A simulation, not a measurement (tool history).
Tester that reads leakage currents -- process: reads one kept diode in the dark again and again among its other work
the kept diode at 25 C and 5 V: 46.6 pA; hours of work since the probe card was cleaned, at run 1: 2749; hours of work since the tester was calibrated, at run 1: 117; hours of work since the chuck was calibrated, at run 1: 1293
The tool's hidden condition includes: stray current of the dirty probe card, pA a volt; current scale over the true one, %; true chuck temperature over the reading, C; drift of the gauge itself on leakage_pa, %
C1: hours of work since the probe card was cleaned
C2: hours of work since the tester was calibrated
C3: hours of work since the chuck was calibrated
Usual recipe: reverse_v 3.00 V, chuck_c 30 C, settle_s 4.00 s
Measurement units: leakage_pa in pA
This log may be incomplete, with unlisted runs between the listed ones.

Run 1, hour 0.0: usual settings; C1 2749; C2 117; C3 1293. Result: leakage_pa 57.60 pA.
Run 2, hour 161.5: usual settings; C1 2823; C2 191; C3 1367. Result: leakage_pa 57.89 pA.
Run 3, hour 269.5: usual settings; C1 2872; C2 241; C3 1417. Result: leakage_pa 58.03 pA.
Run 4, hour 391.8: usual settings but chuck_c 20 C; C1 2928; C2 297; C3 1473. Result: leakage_pa 21.92 pA.
Run 5, hour 580.3: usual settings but chuck_c 27 C; C1 3014; C2 383; C3 1559. Result: leakage_pa 43.20 pA.
Run 6, hour 753.9: usual settings; C1 3094; C2 462; C3 1638. Result: leakage_pa 57.83 pA.
At hour 843.7: chuck's temperature calibrated.
Run 7, hour 953.5: usual settings; C1 3184; C2 553; C3 50. Result: leakage_pa 57.73 pA.
Run 8, hour 1099.0: usual settings; C1 3251; C2 619; C3 117. Result: leakage_pa 58.25 pA.
Run 9, hour 1201.4: usual settings; C1 3298; C2 666; C3 164. Result: leakage_pa 57.87 pA.
Run 10, hour 1343.3: usual settings; C1 3363; C2 731; C3 229. Result: leakage_pa 57.84 pA.
Run 11, hour 1535.7: usual settings; C1 3451; C2 819; C3 317. Result: leakage_pa 57.83 pA.
Run 12, hour 1696.1: usual settings but chuck_c 35 C; C1 3524; C2 893; C3 390. Result: leakage_pa 91.36 pA.
Run 13, hour 1819.2: usual settings but chuck_c 35 C; C1 3580; C2 949; C3 446. Result: leakage_pa 91.51 pA.
Run 14, hour 1972.1: usual settings; C1 3650; C2 1019; C3 516. Result: leakage_pa 57.54 pA.
Run 15, hour 2150.4: usual settings but reverse_v 5.33 V, chuck_c 44 C, settle_s 1.26 s; C1 3732; C2 1101; C3 598. Result: leakage_pa 274.78 pA.
At hour 2271.2: probe card cleaned and baked.
Run 16, hour 2313.9: usual settings but reverse_v 7.50 V, chuck_c 41 C, settle_s 1.26 s; C1 20; C2 1174; C3 671. Result: leakage_pa 251.84 pA.
Run 17, hour 2499.9: usual settings but reverse_v 2.58 V, chuck_c 26 C; C1 105; C2 1259; C3 757. Result: leakage_pa 36.58 pA.
Run 18, hour 2640.2: usual settings but reverse_v 4.84 V, chuck_c 32 C, settle_s 0.88 s; C1 169; C2 1323; C3 821. Result: leakage_pa 89.66 pA.
Run 19, hour 2793.9: usual settings but reverse_v 4.84 V, chuck_c 32 C, settle_s 0.88 s; C1 239; C2 1394; C3 891. Result: leakage_pa 89.59 pA.
Run 20, hour 3028.9: usual settings but chuck_c 28 C, settle_s 0.31 s; C1 347; C2 1501; C3 999. Result: leakage_pa 48.33 pA.
Run 21, hour 3194.4: usual settings but reverse_v 4.60 V, chuck_c 45 C, settle_s 4.28 s; C1 422; C2 1577; C3 1074. Result: leakage_pa 275.22 pA.
Run 22, hour 3325.7: usual settings but reverse_v 2.40 V, settle_s 7.02 s; C1 483; C2 1637; C3 1134. Result: leakage_pa 51.62 pA.
Run 23, hour 3465.2: usual settings but reverse_v 2.49 V, chuck_c 55 C, settle_s 3.42 s; C1 546; C2 1701; C3 1198. Result: leakage_pa 459.87 pA.
Run 24, hour 3654.8: usual settings but reverse_v 10.45 V, chuck_c 24 C, settle_s 1.51 s; C1 633; C2 1788; C3 1285. Result: leakage_pa 62.50 pA.
Run 25, hour 3789.6: usual settings but settle_s 1.50 s; C1 695; C2 1849; C3 1347. Result: leakage_pa 57.76 pA.
Run 26, hour 3928.5: usual settings but settle_s 1.50 s; C1 758; C2 1913; C3 1410. Result: leakage_pa 57.88 pA.
Run 27, hour 4086.9: usual settings but chuck_c 48 C, settle_s 5.32 s; C1 831; C2 1985; C3 1483. Result: leakage_pa 284.13 pA.

Forecast each of these 5 alternatives for the next run:
Run A, hour 4320.5: usual settings but chuck_c 40 C, settle_s 8.70 s; C1 938; C2 2092; C3 1590. Result: leakage_pa ?.
Run B, hour 4320.5: usual settings but chuck_c 33 C, settle_s 0.54 s; C1 938; C2 2092; C3 1590. Result: leakage_pa ?.
Run C, hour 4320.5: usual settings but reverse_v 5.16 V, chuck_c 49 C, settle_s 0.38 s; C1 938; C2 2092; C3 1590. Result: leakage_pa ?.
Run D, hour 4320.5: usual settings but reverse_v 7.10 V, chuck_c 28 C, settle_s 7.16 s; C1 938; C2 2092; C3 1590. Result: leakage_pa ?.
Run E, hour 4320.5: usual settings but reverse_v 12.05 V, chuck_c 47 C, settle_s 5.32 s; C1 938; C2 2092; C3 1590. Result: leakage_pa ?.

run  leakage_pa
  A      143.83
  B       76.36
  C      411.43
  D       74.53
  E      542.00
What these runs would have given with no unlogged condition in the tool:
run  leakage_pa
  A      143.87
  B       76.38
  C      411.56
  D       74.54
  E      542.16

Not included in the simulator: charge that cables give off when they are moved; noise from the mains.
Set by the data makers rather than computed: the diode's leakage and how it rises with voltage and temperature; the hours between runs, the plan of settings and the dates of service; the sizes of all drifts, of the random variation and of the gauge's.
